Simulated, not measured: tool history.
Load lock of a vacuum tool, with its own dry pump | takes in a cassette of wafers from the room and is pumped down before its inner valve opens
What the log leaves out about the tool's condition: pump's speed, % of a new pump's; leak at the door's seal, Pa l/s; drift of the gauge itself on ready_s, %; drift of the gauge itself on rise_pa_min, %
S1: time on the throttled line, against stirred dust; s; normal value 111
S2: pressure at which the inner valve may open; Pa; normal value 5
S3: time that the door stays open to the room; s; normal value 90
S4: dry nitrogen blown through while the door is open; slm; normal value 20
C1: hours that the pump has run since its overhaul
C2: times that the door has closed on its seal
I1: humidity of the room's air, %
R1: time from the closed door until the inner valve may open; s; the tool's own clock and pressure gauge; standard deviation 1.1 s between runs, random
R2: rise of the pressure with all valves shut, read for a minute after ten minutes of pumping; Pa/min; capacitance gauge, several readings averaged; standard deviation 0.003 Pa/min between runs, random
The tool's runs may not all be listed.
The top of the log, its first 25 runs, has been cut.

| run | day | S1 | S2 | S3 | S4 | C1 | C2 | I1 | R1 | R2 |
|---|---|---|---|---|---|---|---|---|---|---|
| 26 | 68.971 | 111 | 5 | 71 | 20 | 6099 | 13589 | 47.2 | 176.1 | 0.104 |
| 27 | 71.746 | 143 | 5 | 52 | 20 | 6165 | 13903 | 47 | 207.8 | 0.098 |
| 28 | 75.871 | 195 | 7 | 210 | 27 | 6264 | 14369 | 45.8 | 249 | 0.119 |
| 29 | 78.121 | 114 | 4 | 50 | 20 | 6318 | 14623 | 45.2 | 181.4 | 0.095 |
| 30 | 81.454 | 137 | 6 | 157 | 16 | 6398 | 14999 | 46.6 | 200.2 | 0.128 |
| 31 | 83.642 | 137 | 6 | 157 | 28 | 6451 | 15246 | 44.1 | 198.7 | 0.115 |
| 32 | 87.133 | 111 | 4 | 90 | 8 | 6535 | 15641 | 45 | 180.8 | 0.131 |
| 33 | 89.567 | 111 | 4 | 90 | 8 | 6593 | 15916 | 43.3 | 180.7 | 0.129 |
| 34 | 93.062 | 184 | 4 | 114 | 27 | 6677 | 16310 | 46 | 242.3 | 0.122 |
| 35 | 96.85 | 111 | 6 | 90 | 10 | 6768 | 16738 | 44.5 | 177.3 | 0.132 |
| 36 | 99.221 | 111 | 5 | 83 | 35 | 6825 | 17006 | 44.4 | 176.3 | 0.113 |
| 37 | 102.083 | 111 | 5 | 83 | 35 | 6894 | 17329 | 43.1 | 177.9 | 0.112 |

4 options for the next run, each taken on its own from the tool as it stands now. Forecast them:
| A | 106.004 | 111 | 5 | 131 | 20 | 6988 | 17772 | 44.5 | ? | ? |
| B | 106.004 | 96 | 5 | 115 | 35 | 6988 | 17772 | 44.8 | ? | ? |
| C | 106.004 | 124 | 8 | 90 | 20 | 6988 | 17772 | 45.3 | ? | ? |
| D | 106.004 | 120 | 5 | 83 | 35 | 6988 | 17772 | 45.4 | ? | ? |

| run | R1 | R2 |
|---|---|---|
| A | 178.3 | 0.14 |
| B | 165.4 | 0.124 |
| C | 185 | 0.131 |
| D | 188.1 | 0.116 |
Stripped of hidden state, with their random variation kept, the same runs would have yielded:
| run | R1 | R2 |
|---|---|---|
| A | 171.8 | 0.058 |
| B | 158.7 | 0.043 |
| C | 179.2 | 0.05 |
| D | 181.6 | 0.035 |
